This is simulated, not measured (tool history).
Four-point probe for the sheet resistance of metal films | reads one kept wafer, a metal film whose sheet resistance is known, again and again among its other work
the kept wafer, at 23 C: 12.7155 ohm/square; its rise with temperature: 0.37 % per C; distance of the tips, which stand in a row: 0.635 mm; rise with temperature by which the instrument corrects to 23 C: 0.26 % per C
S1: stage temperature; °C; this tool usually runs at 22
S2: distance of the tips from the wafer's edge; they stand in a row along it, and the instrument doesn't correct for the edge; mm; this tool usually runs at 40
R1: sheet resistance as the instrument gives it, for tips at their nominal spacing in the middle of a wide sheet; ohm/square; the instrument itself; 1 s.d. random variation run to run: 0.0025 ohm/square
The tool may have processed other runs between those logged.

run,hour,S1,S2,R1
1,0,22,40,12.677945
2,54.1,22,40,12.673601
3,143.1,22,40,12.675114
4,234.7,22,40,12.675091
5,328.6,22,40,12.679548
6,444.5,22,13,12.695211
7,499.8,22,13,12.693986
8,550.4,22,13,12.696214
9,629.1,22,40,12.680647
10,719.9,22,40,12.681522
11,822.4,22,40,12.678533
12,929.9,22,40,12.682106
13,981.5,22,40,12.680239
14,1093.2,22,8,12.726595
15,1149.5,22,40,12.685086
# hour 1158.9: stage's thermometer calibrated
16,1218.7,27,40,12.755908
17,1290.2,22,40,12.68129
18,1389.5,22,40,12.685584
19,1448.7,22,40,12.68447
20,1509.3,22,40,12.68464
21,1575.2,22,40,12.690074
22,1637.9,22,4,12.852987
# hour 1652.8: stage's thermometer calibrated, once more
23,1706.7,19,40,12.651352
24,1757.3,25,3,13.040004
25,1845.3,27,18,12.771674

Run 26 comes next. What will it give?
26,1921.3,27,18,?

R1: 12.777735 ohm/square
Take away the tool's hidden state, keep the run-to-run variation as it was, and the same run would have given R1 12.781765 ohm/square.
